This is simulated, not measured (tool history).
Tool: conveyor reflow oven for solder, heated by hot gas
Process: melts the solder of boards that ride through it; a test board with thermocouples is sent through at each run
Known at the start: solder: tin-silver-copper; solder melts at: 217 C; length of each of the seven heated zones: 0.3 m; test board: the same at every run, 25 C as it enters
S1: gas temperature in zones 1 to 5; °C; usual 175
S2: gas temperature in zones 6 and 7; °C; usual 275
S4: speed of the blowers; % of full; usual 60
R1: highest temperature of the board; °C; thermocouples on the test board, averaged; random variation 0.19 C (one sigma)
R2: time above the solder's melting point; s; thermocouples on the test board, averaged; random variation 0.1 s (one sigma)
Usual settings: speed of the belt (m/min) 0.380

{"run": 1, "day": 0.0, "S1": 175, "S2": 275, "speed of the belt (m/min)": 0.38, "S4": 60, "R1": 258.6, "R2": 76.9}
{"day": 1.025, "done": "flux residue cleaned out of gas plates and filters"}
{"run": 2, "day": 2.975, "S1": 175, "S2": 275, "speed of the belt (m/min)": 0.38, "S4": 63, "R1": 260.1, "R2": 78.8}
{"run": 3, "day": 4.396, "S1": 182, "S2": 275, "speed of the belt (m/min)": 0.38, "S4": 60, "R1": 260.7, "R2": 81.7}
{"run": 4, "day": 5.712, "S1": 182, "S2": 275, "speed of the belt (m/min)": 0.38, "S4": 60, "R1": 260.3, "R2": 81.8}
{"run": 5, "day": 7.871, "S1": 175, "S2": 287, "speed of the belt (m/min)": 0.38, "S4": 60, "R1": 270.2, "R2": 84.6}
{"run": 6, "day": 10.508, "S1": 175, "S2": 287, "speed of the belt (m/min)": 0.38, "S4": 60, "R1": 269.5, "R2": 84.3}
{"run": 7, "day": 12.746, "S1": 175, "S2": 287, "speed of the belt (m/min)": 0.38, "S4": 60, "R1": 269.7, "R2": 84.4}
{"run": 8, "day": 14.633, "S1": 175, "S2": 287, "speed of the belt (m/min)": 0.38, "S4": 60, "R1": 269.1, "R2": 84.0}
{"day": 15.038, "done": "thermocouples of zones 6 and 7 changed"}
{"run": 9, "day": 16.783, "S1": 175, "S2": 268, "speed of the belt (m/min)": 0.38, "S4": 60, "R1": 254.3, "R2": 74.2}
{"run": 10, "day": 18.096, "S1": 175, "S2": 268, "speed of the belt (m/min)": 0.38, "S4": 60, "R1": 254.0, "R2": 74.1}
{"day": 18.492, "done": "belt drive overhauled, speed set with a stopwatch"}
{"day": 19.333, "done": "flux residue cleaned out of gas plates and filters"}
{"run": 11, "day": 19.712, "S1": 175, "S2": 268, "speed of the belt (m/min)": 0.38, "S4": 60, "R1": 255.7, "R2": 75.9}
{"run": 12, "day": 22.054, "S1": 175, "S2": 268, "speed of the belt (m/min)": 0.38, "S4": 60, "R1": 255.5, "R2": 75.7}
{"day": 24.096, "done": "belt drive overhauled, speed set with a stopwatch, once more"}
{"run": 13, "day": 24.458, "S1": 175, "S2": 268, "speed of the belt (m/min)": 0.38, "S4": 60, "R1": 255.1, "R2": 75.1}
{"run": 14, "day": 25.733, "S1": 175, "S2": 275, "speed of the belt (m/min)": 0.439, "S4": 60, "R1": 256.4, "R2": 64.8}
{"run": 15, "day": 26.921, "S1": 175, "S2": 275, "speed of the belt (m/min)": 0.439, "S4": 60, "R1": 256.5, "R2": 64.6}
{"run": 16, "day": 28.854, "S1": 168, "S2": 270, "speed of the belt (m/min)": 0.33, "S4": 55, "R1": 258.6, "R2": 87.1}
{"run": 17, "day": 31.667, "S1": 168, "S2": 279, "speed of the belt (m/min)": 0.343, "S4": 70, "R1": 267.8, "R2": 90.3}
{"run": 18, "day": 33.95, "S1": 168, "S2": 279, "speed of the belt (m/min)": 0.343, "S4": 70, "R1": 267.4, "R2": 90.0}
{"run": 19, "day": 35.667, "S1": 168, "S2": 279, "speed of the belt (m/min)": 0.343, "S4": 70, "R1": 267.4, "R2": 90.0}
{"run": 20, "day": 37.25, "S1": 189, "S2": 270, "speed of the belt (m/min)": 0.362, "S4": 50, "R1": 257.6, "R2": 87.6}
{"day": 37.592, "done": "flux residue cleaned out of gas plates and filters"}
{"run": 21, "day": 38.846, "S1": 189, "S2": 270, "speed of the belt (m/min)": 0.362, "S4": 50, "R1": 258.5, "R2": 88.6}
{"run": 22, "day": 40.792, "S1": 164, "S2": 290, "speed of the belt (m/min)": 0.455, "S4": 86, "R1": 271.9, "R2": 68.0}
{"run": 23, "day": 43.404, "S1": 164, "S2": 266, "speed of the belt (m/min)": 0.455, "S4": 86, "R1": 249.5, "R2": 54.7}
{"run": 24, "day": 44.688, "S1": 171, "S2": 289, "speed of the belt (m/min)": 0.455, "S4": 54, "R1": 264.4, "R2": 66.0}
{"run": 25, "day": 46.938, "S1": 171, "S2": 289, "speed of the belt (m/min)": 0.455, "S4": 54, "R1": 264.1, "R2": 65.8}
{"run": 26, "day": 49.771, "S1": 175, "S2": 275, "speed of the belt (m/min)": 0.353, "S4": 60, "R1": 262.1, "R2": 86.8}
{"run": 27, "day": 52.554, "S1": 175, "S2": 275, "speed of the belt (m/min)": 0.4, "S4": 60, "R1": 258.1, "R2": 73.4}
{"run": 28, "day": 54.658, "S1": 187, "S2": 275, "speed of the belt (m/min)": 0.426, "S4": 70, "R1": 259.1, "R2": 74.7}
{"day": 55.658, "done": "flux residue cleaned out of gas plates and filters"}
{"run": 29, "day": 57.162, "S1": 187, "S2": 273, "speed of the belt (m/min)": 0.426, "S4": 70, "R1": 259.2, "R2": 74.7}

Forecast each of these 5 alternatives for the next run:
{"run": "A", "day": 58.871, "S1": 180, "S2": 266, "speed of the belt (m/min)": 0.426, "S4": 70, "R1": "?", "R2": "?"}
{"run": "B", "day": 58.871, "S1": 164, "S2": 275, "speed of the belt (m/min)": 0.38, "S4": 60, "R1": "?", "R2": "?"}
{"run": "C", "day": 58.871, "S1": 175, "S2": 275, "speed of the belt (m/min)": 0.38, "S4": 63, "R1": "?", "R2": "?"}
{"run": "D", "day": 58.871, "S1": 187, "S2": 266, "speed of the belt (m/min)": 0.455, "S4": 70, "R1": "?", "R2": "?"}
{"run": "E", "day": 58.871, "S1": 175, "S2": 284, "speed of the belt (m/min)": 0.38, "S4": 60, "R1": "?", "R2": "?"}

run=A R1=251.5 R2=66.6
run=B R1=259.2 R2=73.9
run=C R1=261.0 R2=80.1
run=D R1=251.0 R2=64.3
run=E R1=268.9 R2=84.6
Without the tool's hidden state the same runs would have given:
run=A R1=253.5 R2=67.4
run=B R1=261.2 R2=74.7
run=C R1=263.0 R2=80.6
run=D R1=252.9 R2=65.0
run=E R1=270.9 R2=85.0

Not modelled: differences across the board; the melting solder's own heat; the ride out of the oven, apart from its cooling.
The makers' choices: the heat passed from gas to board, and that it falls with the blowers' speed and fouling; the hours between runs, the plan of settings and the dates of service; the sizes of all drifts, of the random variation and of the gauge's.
